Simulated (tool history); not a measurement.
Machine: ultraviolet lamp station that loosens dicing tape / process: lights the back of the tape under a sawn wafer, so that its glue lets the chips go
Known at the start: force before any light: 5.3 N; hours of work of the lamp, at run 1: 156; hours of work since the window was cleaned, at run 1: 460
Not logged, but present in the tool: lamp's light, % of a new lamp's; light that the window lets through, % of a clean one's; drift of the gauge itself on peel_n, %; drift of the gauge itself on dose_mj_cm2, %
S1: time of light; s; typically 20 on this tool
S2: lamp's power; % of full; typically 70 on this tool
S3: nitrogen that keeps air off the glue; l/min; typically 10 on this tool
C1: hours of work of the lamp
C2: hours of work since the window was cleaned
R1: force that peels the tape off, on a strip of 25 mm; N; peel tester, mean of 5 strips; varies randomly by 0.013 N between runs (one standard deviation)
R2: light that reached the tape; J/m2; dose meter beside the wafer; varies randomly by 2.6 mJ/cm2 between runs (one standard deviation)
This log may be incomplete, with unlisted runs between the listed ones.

run	hour	S1	S2	S3	C1	C2	R1	R2
1	0.0	20	70	10	156	460	0.789	2700
2	7.2	20	70	10	159	464	0.789	2780
3	15.6	20	85	10	164	468	0.576	3350
4	19.7	16	85	10	166	470	0.846	2690
5	27.4	16	85	10	170	475	0.864	2660
6	35.6	16	85	7	174	479	1.063	2700
7	43.2	25	85	7	178	483	0.498	4130
8	49.4	25	85	7	182	486	0.507	4180
9	54.7	25	85	7	185	489	0.507	4130
10	62.3	20	70	10	189	493	0.812	2700
11	67.0	20	70	14	191	496	0.690	2720
12	71.8	20	70	14	194	498	0.672	2680
13	80.4	20	65	10	198	503	0.957	2480
14	86.5	20	65	10	202	506	0.936	2480
15	96.0	20	72	10	207	511	0.778	2800
16	103.9	39	70	10	211	515	0.266	5240
17	109.3	39	70	10	214	518	0.284	5220
18	115.4	39	70	10	217	521	0.282	5210
19	125.2	20	70	5	222	527	1.215	2640
20	132.0	20	70	4	226	530	1.410	2630
21	136.7	20	70	4	228	533	1.423	2650
22	142.3	20	70	4	231	536	1.417	2640
23	151.5	36	70	10	236	541	0.318	4810
# hour 152.9: window cleaned of glue's vapour
24	158.0	20	88	14	239	3	0.515	3170
25	163.2	13	61	14	242	5	1.656	1440
26	171.7	17	70	14	247	10	0.959	2120
27	181.0	16	76	10	252	15	1.131	2180
28	189.8	16	76	10	256	20	1.119	2180
# hour 195.2: window cleaned of glue's vapour, once more
29	197.2	16	76	10	260	1	0.856	2520
30	201.7	11	93	10	262	3	1.169	2180
31	211.4	11	93	10	267	9	1.117	2170
32	217.3	11	93	10	271	12	1.163	2170
33	221.9	11	93	10	273	14	1.125	2180
34	230.2	10	71	15	277	19	1.553	1490
35	240.4	12	76	14	283	24	1.162	1930
36	249.1	12	76	14	287	29	1.146	1960
37	255.0	11	92	5	291	32	1.687	2120
38	263.3	11	92	5	295	36	1.664	2120
39	269.3	38	74	10	298	39	0.240	5850
40	275.5	20	82	12	302	43	0.488	3430
41	284.4	33	92	17	306	47	0.190	6340
42	293.5	11	82	5	311	52	1.866	1850
43	302.2	19	70	10	316	57	0.781	2820
44	310.4	13	70	5	320	61	1.815	1880

Run by run, hidden condition taken away, random variation retained:
run	R1	R2
1	0.609	3160
2	0.606	3250
3	0.437	3920
4	0.648	3150
5	0.660	3120
6	0.827	3170
7	0.375	4870
8	0.381	4930
9	0.380	4890
10	0.608	3200
11	0.513	3220
12	0.496	3190
13	0.720	2950
14	0.704	2960
15	0.575	3330
16	0.217	6260
17	0.235	6260
18	0.231	6240
19	0.933	3180
20	1.098	3170
21	1.106	3190
22	1.100	3190
23	0.248	5820
24	0.342	4040
25	1.227	1830
26	0.642	2710
27	0.774	2790
28	0.760	2790
29	0.759	2720
30	1.048	2350
31	0.997	2340
32	1.038	2340
33	1.003	2360
34	1.407	1620
35	1.029	2100
36	1.012	2130
37	1.526	2310
38	1.501	2310
39	0.222	6400
40	0.416	3760
41	0.184	6960
42	1.689	2040
43	0.662	3100
44	1.634	2080

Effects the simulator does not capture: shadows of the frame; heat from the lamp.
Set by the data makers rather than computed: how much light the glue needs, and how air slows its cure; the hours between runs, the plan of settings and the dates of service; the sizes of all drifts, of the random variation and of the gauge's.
